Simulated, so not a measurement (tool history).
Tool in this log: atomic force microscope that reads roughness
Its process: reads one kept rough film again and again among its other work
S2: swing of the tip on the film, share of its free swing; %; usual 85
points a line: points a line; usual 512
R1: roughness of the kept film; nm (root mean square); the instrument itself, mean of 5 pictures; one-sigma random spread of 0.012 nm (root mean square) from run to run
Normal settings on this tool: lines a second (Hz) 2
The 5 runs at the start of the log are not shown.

run 6 hour=53.3 | lines_a_second_(Hz)=2 S2=85 points_a_line=512 | R1=1.502
run 7 hour=60.2 | lines_a_second_(Hz)=2 S2=85 points_a_line=512 | R1=1.492
run 8 hour=67.6 | lines_a_second_(Hz)=2 S2=85 points_a_line=512 | R1=1.472
run 9 hour=75.9 | lines_a_second_(Hz)=2 S2=85 points_a_line=512 | R1=1.443
run 10 hour=87.7 | lines_a_second_(Hz)=2 S2=85 points_a_line=512 | R1=1.419
run 11 hour=96.3 | lines_a_second_(Hz)=2 S2=58 points_a_line=512 | R1=1.612
run 12 hour=106.3 | lines_a_second_(Hz)=2 S2=58 points_a_line=512 | R1=1.575
run 13 hour=116.9 | lines_a_second_(Hz)=2 S2=58 points_a_line=512 | R1=1.56
run 14 hour=124.8 | lines_a_second_(Hz)=1.06 S2=85 points_a_line=512 | R1=1.433
run 15 hour=138.7 | lines_a_second_(Hz)=1.06 S2=85 points_a_line=512 | R1=1.398
run 16 hour=148.3 | lines_a_second_(Hz)=1.06 S2=85 points_a_line=512 | R1=1.377
-- hour=152.6 new tip fitted
run 17 hour=156.3 | lines_a_second_(Hz)=1.06 S2=85 points_a_line=512 | R1=2.964
run 18 hour=167.6 | lines_a_second_(Hz)=2 S2=85 points_a_line=723 | R1=2.612
run 19 hour=178.9 | lines_a_second_(Hz)=2 S2=55 points_a_line=512 | R1=2.925
run 20 hour=189.1 | lines_a_second_(Hz)=0.84 S2=85 points_a_line=392 | R1=2.676
run 21 hour=196.3 | lines_a_second_(Hz)=0.91 S2=69 points_a_line=512 | R1=2.763
run 22 hour=202.2 | lines_a_second_(Hz)=1.85 S2=89 points_a_line=501 | R1=2.268
run 23 hour=209.7 | lines_a_second_(Hz)=1.85 S2=89 points_a_line=501 | R1=2.224
run 24 hour=222.3 | lines_a_second_(Hz)=2 S2=57 points_a_line=512 | R1=2.543
run 25 hour=236.4 | lines_a_second_(Hz)=2.7 S2=66 points_a_line=424 | R1=2.283
run 26 hour=246.7 | lines_a_second_(Hz)=2.7 S2=66 points_a_line=424 | R1=2.233
run 27 hour=253.1 | lines_a_second_(Hz)=2 S2=82 points_a_line=930 | R1=2.052
run 28 hour=260.4 | lines_a_second_(Hz)=2.75 S2=68 points_a_line=297 | R1=2.089
run 29 hour=269.7 | lines_a_second_(Hz)=1.97 S2=89 points_a_line=266 | R1=1.818

What will run 30 give?
run 30 hour=276.3 | lines_a_second_(Hz)=0.51 S2=89 points_a_line=512 | R1=?

{"run 30": {"R1": 2.151}}
Had the tool carried no hidden state, the very same run would have given R1 3.202 nm (root mean square).

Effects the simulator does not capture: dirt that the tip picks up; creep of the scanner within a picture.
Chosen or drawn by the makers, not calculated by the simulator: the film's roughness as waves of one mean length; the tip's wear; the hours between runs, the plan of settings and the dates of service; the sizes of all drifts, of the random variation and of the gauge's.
